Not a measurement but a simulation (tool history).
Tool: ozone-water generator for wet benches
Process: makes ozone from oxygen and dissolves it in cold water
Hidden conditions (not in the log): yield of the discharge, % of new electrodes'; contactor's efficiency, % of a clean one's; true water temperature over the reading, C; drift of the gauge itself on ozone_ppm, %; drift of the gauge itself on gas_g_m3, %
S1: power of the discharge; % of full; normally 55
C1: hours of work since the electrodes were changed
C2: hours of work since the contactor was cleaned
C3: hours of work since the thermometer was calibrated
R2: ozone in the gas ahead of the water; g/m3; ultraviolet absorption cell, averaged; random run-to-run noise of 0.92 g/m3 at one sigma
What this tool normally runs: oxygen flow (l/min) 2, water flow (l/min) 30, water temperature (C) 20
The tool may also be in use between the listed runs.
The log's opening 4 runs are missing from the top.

{"run": 5, "hour": 73.0, "S1": 55, "oxygen flow (l/min)": 2, "water flow (l/min)": 30, "water temperature (C)": 20, "C1": 627, "C2": 1685, "C3": 1697, "dissolved ozone (ppm)": 6.9, "R2": 152.5}
{"run": 6, "hour": 97.2, "S1": 55, "oxygen flow (l/min)": 2, "water flow (l/min)": 30, "water temperature (C)": 20, "C1": 647, "C2": 1705, "C3": 1717, "dissolved ozone (ppm)": 7, "R2": 151}
{"run": 7, "hour": 120.8, "S1": 55, "oxygen flow (l/min)": 2, "water flow (l/min)": 30, "water temperature (C)": 14, "C1": 666, "C2": 1724, "C3": 1737, "dissolved ozone (ppm)": 7.5, "R2": 151.5}
{"run": 8, "hour": 148.9, "S1": 55, "oxygen flow (l/min)": 2, "water flow (l/min)": 30, "water temperature (C)": 14, "C1": 690, "C2": 1747, "C3": 1760, "dissolved ozone (ppm)": 7.2, "R2": 151.7}
{"run": 9, "hour": 172.5, "S1": 55, "oxygen flow (l/min)": 2, "water flow (l/min)": 30, "water temperature (C)": 14, "C1": 709, "C2": 1767, "C3": 1780, "dissolved ozone (ppm)": 7.1, "R2": 152.2}
{"run": 10, "hour": 184.8, "S1": 55, "oxygen flow (l/min)": 2, "water flow (l/min)": 30, "water temperature (C)": 14, "C1": 719, "C2": 1777, "C3": 1790, "dissolved ozone (ppm)": 7.3, "R2": 151.9}
{"run": 11, "hour": 201.6, "S1": 55, "oxygen flow (l/min)": 2, "water flow (l/min)": 30, "water temperature (C)": 20, "C1": 733, "C2": 1791, "C3": 1804, "dissolved ozone (ppm)": 7, "R2": 152.3}
{"run": 12, "hour": 228.0, "S1": 55, "oxygen flow (l/min)": 2, "water flow (l/min)": 30, "water temperature (C)": 20, "C1": 755, "C2": 1813, "C3": 1826, "dissolved ozone (ppm)": 7, "R2": 152.3}
{"run": 13, "hour": 255.2, "S1": 55, "oxygen flow (l/min)": 2, "water flow (l/min)": 30, "water temperature (C)": 20, "C1": 778, "C2": 1835, "C3": 1848, "dissolved ozone (ppm)": 7, "R2": 150.8}
{"run": 14, "hour": 277.8, "S1": 55, "oxygen flow (l/min)": 2, "water flow (l/min)": 30, "water temperature (C)": 20, "C1": 796, "C2": 1854, "C3": 1867, "dissolved ozone (ppm)": 6.9, "R2": 153.1}
{"run": 15, "hour": 302.6, "S1": 55, "oxygen flow (l/min)": 2, "water flow (l/min)": 30, "water temperature (C)": 20, "C1": 817, "C2": 1875, "C3": 1887, "dissolved ozone (ppm)": 7.2, "R2": 152}
{"run": 16, "hour": 328.1, "S1": 55, "oxygen flow (l/min)": 2, "water flow (l/min)": 30, "water temperature (C)": 20, "C1": 838, "C2": 1896, "C3": 1909, "dissolved ozone (ppm)": 6.9, "R2": 152.9}
{"run": 17, "hour": 346.7, "S1": 55, "oxygen flow (l/min)": 2, "water flow (l/min)": 30, "water temperature (C)": 20, "C1": 854, "C2": 1911, "C3": 1924, "dissolved ozone (ppm)": 7.1, "R2": 151.5}
{"run": 18, "hour": 375.8, "S1": 55, "oxygen flow (l/min)": 1.18, "water flow (l/min)": 30, "water temperature (C)": 22, "C1": 878, "C2": 1935, "C3": 1948, "dissolved ozone (ppm)": 5.5, "R2": 186.8}
{"run": 19, "hour": 390.7, "S1": 55, "oxygen flow (l/min)": 1.18, "water flow (l/min)": 30, "water temperature (C)": 19, "C1": 890, "C2": 1948, "C3": 1960, "dissolved ozone (ppm)": 5.4, "R2": 186.7}

Forecast run 20:
{"run": 20, "hour": 418.6, "S1": 55, "oxygen flow (l/min)": 2, "water flow (l/min)": 25, "water temperature (C)": 20, "C1": 913, "C2": 1971, "C3": 1983, "dissolved ozone (ppm)": "?", "R2": "?"}

dissolved ozone (ppm): 8.2
R2: 151.6 g/m3
The same run, on a tool lacking any hidden state, would have yielded dissolved ozone (ppm) 8.4, R2 154.3 g/m3.
